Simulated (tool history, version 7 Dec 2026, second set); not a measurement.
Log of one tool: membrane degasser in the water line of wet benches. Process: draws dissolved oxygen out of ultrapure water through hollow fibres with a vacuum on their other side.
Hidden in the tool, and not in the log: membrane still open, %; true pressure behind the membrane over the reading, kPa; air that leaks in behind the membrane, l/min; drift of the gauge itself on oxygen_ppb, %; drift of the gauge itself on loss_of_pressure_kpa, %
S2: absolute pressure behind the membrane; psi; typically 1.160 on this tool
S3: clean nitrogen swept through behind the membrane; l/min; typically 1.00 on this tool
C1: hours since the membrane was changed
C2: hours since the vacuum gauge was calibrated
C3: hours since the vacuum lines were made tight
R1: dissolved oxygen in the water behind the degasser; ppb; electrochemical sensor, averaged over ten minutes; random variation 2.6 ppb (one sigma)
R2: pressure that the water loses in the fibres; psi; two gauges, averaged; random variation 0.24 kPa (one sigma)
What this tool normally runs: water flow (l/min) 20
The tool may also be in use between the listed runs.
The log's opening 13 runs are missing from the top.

run 14 hour=1144.3 | water_flow_(l/min)=17 S2=1.160 S3=2.27 | C1=4831 C2=3706 C3=558 | R1=132.3 R2=7.922
run 15 hour=1250.1 | water_flow_(l/min)=17 S2=1.160 S3=2.27 | C1=4936 C2=3812 C3=664 | R1=134.7 R2=7.967
run 16 hour=1335.4 | water_flow_(l/min)=21 S2=1.160 S3=2.27 | C1=5022 C2=3897 C3=749 | R1=172.0 R2=9.822
run 17 hour=1408.1 | water_flow_(l/min)=13 S2=0.741 S3=0.52 | C1=5094 C2=3970 C3=822 | R1=146.9 R2=6.122
run 18 hour=1488.8 | water_flow_(l/min)=13 S2=0.741 S3=0.52 | C1=5175 C2=4051 C3=903 | R1=143.2 R2=6.089
run 19 hour=1545.2 | water_flow_(l/min)=13 S2=0.741 S3=0.52 | C1=5231 C2=4107 C3=959 | R1=141.3 R2=6.150
run 20 hour=1620.1 | water_flow_(l/min)=14 S2=1.945 S3=0.61 | C1=5306 C2=4182 C3=1034 | R1=535.8 R2=6.615
run 21 hour=1703.8 | water_flow_(l/min)=21 S2=1.809 S3=1.00 | C1=5390 C2=4266 C3=1118 | R1=479.1 R2=9.865
run 22 hour=1759.7 | water_flow_(l/min)=21 S2=1.809 S3=1.00 | C1=5446 C2=4321 C3=1173 | R1=482.2 R2=9.874
run 23 hour=1818.4 | water_flow_(l/min)=21 S2=1.809 S3=1.00 | C1=5505 C2=4380 C3=1232 | R1=479.1 R2=9.861
run 24 hour=1891.4 | water_flow_(l/min)=21 S2=1.809 S3=1.00 | C1=5578 C2=4453 C3=1305 | R1=482.9 R2=9.874
run 25 hour=1947.4 | water_flow_(l/min)=20 S2=1.275 S3=0.96 | C1=5634 C2=4509 C3=1361 | R1=320.3 R2=9.494
run 26 hour=2046.9 | water_flow_(l/min)=12 S2=2.065 S3=2.86 | C1=5733 C2=4609 C3=1461 | R1=138.8 R2=5.641
run 27 hour=2101.2 | water_flow_(l/min)=12 S2=2.065 S3=2.86 | C1=5787 C2=4663 C3=1515 | R1=139.2 R2=5.661
run 28 hour=2179.1 | water_flow_(l/min)=12 S2=2.065 S3=2.86 | C1=5865 C2=4741 C3=1593 | R1=140.3 R2=5.594
run 29 hour=2273.3 | water_flow_(l/min)=20 S2=2.782 S3=2.86 | C1=5960 C2=4835 C3=1687 | R1=322.4 R2=9.481
run 30 hour=2369.2 | water_flow_(l/min)=16 S2=0.918 S3=1.48 | C1=6055 C2=4931 C3=1783 | R1=128.4 R2=7.542
run 31 hour=2429.5 | water_flow_(l/min)=16 S2=0.918 S3=1.48 | C1=6116 C2=4991 C3=1843 | R1=127.6 R2=7.545
run 32 hour=2502.4 | water_flow_(l/min)=28 S2=1.112 S3=0.99 | C1=6189 C2=5064 C3=1916 | R1=367.4 R2=13.197

4 ways to go on from here, each from the tool as it stands after run 32. What would each give?
run A hour=2599.0 | water_flow_(l/min)=13 S2=0.866 S3=2.18 | C1=6285 C2=5161 C3=2013 | R1=? R2=?
run B hour=2599.0 | water_flow_(l/min)=13 S2=1.778 S3=0.99 | C1=6285 C2=5161 C3=2013 | R1=? R2=?
run C hour=2599.0 | water_flow_(l/min)=20 S2=2.476 S3=1.00 | C1=6285 C2=5161 C3=2013 | R1=? R2=?
run D hour=2599.0 | water_flow_(l/min)=26 S2=1.659 S3=1.98 | C1=6285 C2=5161 C3=2013 | R1=? R2=?

run=A R1=73.9 R2=6.102
run=B R1=308.6 R2=6.139
run=C R1=649.1 R2=9.475
run=D R1=341.4 R2=12.334
Take away the tool's hidden state, keep each run's random variation, and the runs would have read:
run=A R1=65.3 R2=5.955
run=B R1=293.9 R2=5.992
run=C R1=628.8 R2=9.249
run=D R1=322.7 R2=12.040
